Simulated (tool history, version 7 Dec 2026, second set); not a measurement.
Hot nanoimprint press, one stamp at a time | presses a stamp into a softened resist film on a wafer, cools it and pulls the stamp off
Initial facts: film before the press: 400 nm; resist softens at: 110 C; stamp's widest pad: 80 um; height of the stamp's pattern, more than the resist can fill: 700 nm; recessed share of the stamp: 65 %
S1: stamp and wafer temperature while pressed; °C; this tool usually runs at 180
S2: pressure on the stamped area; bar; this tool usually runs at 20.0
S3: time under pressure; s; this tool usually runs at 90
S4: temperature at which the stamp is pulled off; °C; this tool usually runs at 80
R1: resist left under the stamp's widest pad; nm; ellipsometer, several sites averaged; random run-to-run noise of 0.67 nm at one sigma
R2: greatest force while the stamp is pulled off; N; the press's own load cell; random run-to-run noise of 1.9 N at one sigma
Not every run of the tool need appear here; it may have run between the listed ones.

Run 1, hour 0.0: usual settings. Result: R1 167.0 nm, R2 99 N.
Run 2, hour 6.2: usual settings. Result: R1 168.0 nm, R2 99 N.
Run 3, hour 13.5: usual settings. Result: R1 166.9 nm, R2 100 N.
Run 4, hour 19.3: usual settings. Result: R1 167.3 nm, R2 101 N.
Run 5, hour 26.6: usual settings. Result: R1 168.2 nm, R2 101 N.
Run 6, hour 37.0: usual settings. Result: R1 166.3 nm, R2 100 N.
Run 7, hour 47.0: usual settings. Result: R1 166.3 nm, R2 99 N.
Run 8, hour 55.4: usual settings but S4 70 °C. Result: R1 166.9 nm, R2 108 N.
Run 9, hour 62.4: usual settings but S4 70 °C. Result: R1 168.1 nm, R2 106 N.
Run 10, hour 68.3: usual settings but S2 22.3 bar, S4 70 °C. Result: R1 159.1 nm, R2 105 N.
Run 11, hour 76.2: usual settings but S2 22.3 bar, S4 70 °C. Result: R1 157.0 nm, R2 106 N.
Run 12, hour 81.5: usual settings. Result: R1 167.8 nm, R2 98 N.
Run 13, hour 90.1: usual settings. Result: R1 166.4 nm, R2 99 N.
Run 14, hour 99.4: usual settings but S1 184 °C. Result: R1 142.8 nm, R2 100 N.
Run 15, hour 110.1: usual settings but S1 184 °C. Result: R1 143.8 nm, R2 98 N.
Run 16, hour 115.9: usual settings but S1 182 °C, S2 23.8 bar, S3 173 s, S4 82 °C. Result: R1 110.2 nm, R2 99 N.
Run 17, hour 124.8: usual settings but S1 186 °C, S2 20.4 bar, S3 149 s, S4 77 °C. Result: R1 108.1 nm, R2 103 N.
Run 18, hour 131.8: usual settings but S1 186 °C, S2 20.4 bar, S3 149 s, S4 77 °C. Result: R1 108.6 nm, R2 100 N.
Run 19, hour 136.5: usual settings but S2 24.4 bar, S4 72 °C. Result: R1 150.9 nm, R2 105 N.

Run 20 has not been measured yet. What should we expect?
At hour 146.4: stamp cleaned and given a new release coat.
Run 20, hour 150.6: usual settings but S1 175 °C, S2 24.4 bar, S4 83 °C. Result: R1 ?, R2 ?.

R1: 184.1 nm
R2: 98 N
Take away the tool's hidden state, keep the run-to-run variation as it was, and the same run would have given R1 184.2 nm, R2 98 N.

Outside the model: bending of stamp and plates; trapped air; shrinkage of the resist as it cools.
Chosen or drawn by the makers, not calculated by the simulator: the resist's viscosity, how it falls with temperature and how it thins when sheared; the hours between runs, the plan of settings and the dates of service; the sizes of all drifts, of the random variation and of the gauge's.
